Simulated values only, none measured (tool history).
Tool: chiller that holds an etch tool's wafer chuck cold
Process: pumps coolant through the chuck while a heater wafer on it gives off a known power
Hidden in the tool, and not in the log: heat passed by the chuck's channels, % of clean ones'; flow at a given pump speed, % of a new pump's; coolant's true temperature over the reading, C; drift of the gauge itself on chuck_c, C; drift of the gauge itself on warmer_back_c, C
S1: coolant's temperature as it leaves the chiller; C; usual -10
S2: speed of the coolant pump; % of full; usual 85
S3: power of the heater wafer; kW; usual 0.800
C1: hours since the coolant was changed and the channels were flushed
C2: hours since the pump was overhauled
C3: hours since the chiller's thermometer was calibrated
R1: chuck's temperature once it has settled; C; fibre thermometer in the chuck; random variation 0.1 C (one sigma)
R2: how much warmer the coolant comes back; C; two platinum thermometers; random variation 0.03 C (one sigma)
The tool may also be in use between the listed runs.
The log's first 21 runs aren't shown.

run 22 day=32.858 | S1=-14 S2=91 S3=0.621 | C1=4326 C2=2198 C3=113 | R1=-6.5 R2=1.37
run 23 day=34.150 | S1=-14 S2=91 S3=0.621 | C1=4357 C2=2229 C3=144 | R1=-6.7 R2=1.40
run 24 day=35.575 | S1=-1 S2=85 S3=0.418 | C1=4391 C2=2263 C3=178 | R1=4.3 R2=0.99
run 25 day=36.604 | S1=-1 S2=99 S3=0.418 | C1=4416 C2=2288 C3=203 | R1=3.9 R2=0.88
run 26 day=38.679 | S1=-1 S2=99 S3=0.418 | C1=4466 C2=2338 C3=253 | R1=3.9 R2=0.82
run 27 day=40.804 | S1=-1 S2=99 S3=0.418 | C1=4517 C2=2388 C3=304 | R1=3.8 R2=0.84
run 28 day=42.842 | S1=-17 S2=85 S3=0.800 | C1=4566 C2=2437 C3=353 | R1=-6.7 R2=1.84
run 29 day=44.712 | S1=-16 S2=99 S3=0.800 | C1=4611 C2=2482 C3=398 | R1=-6.9 R2=1.58
run 30 day=47.079 | S1=-16 S2=99 S3=0.800 | C1=4667 C2=2539 C3=454 | R1=-6.6 R2=1.61
run 31 day=48.917 | S1=-7 S2=75 S3=0.805 | C1=4712 C2=2583 C3=499 | R1=3.9 R2=2.18
run 32 day=50.175 | S1=-7 S2=75 S3=0.805 | C1=4742 C2=2613 C3=529 | R1=4.0 R2=2.16
run 33 day=52.538 | S1=-12 S2=80 S3=0.727 | C1=4798 C2=2670 C3=585 | R1=-2.4 R2=1.81

Forecast each of these 3 alternatives for the next run:
run A day=54.246 | S1=-6 S2=61 S3=0.800 | C1=4839 C2=2711 C3=626 | R1=? R2=?
run B day=54.246 | S1=-5 S2=83 S3=0.441 | C1=4839 C2=2711 C3=626 | R1=? R2=?
run C day=54.246 | S1=-10 S2=70 S3=0.684 | C1=4839 C2=2711 C3=626 | R1=? R2=?

run=A R1=6.3 R2=2.62
run=B R1=0.8 R2=1.04
run=C R1=-0.2 R2=1.95
Without the tool's hidden state the same runs would have given:
run=A R1=4.9 R2=2.52
run=B R1=0.2 R2=1.00
run=C R1=-1.3 R2=1.88
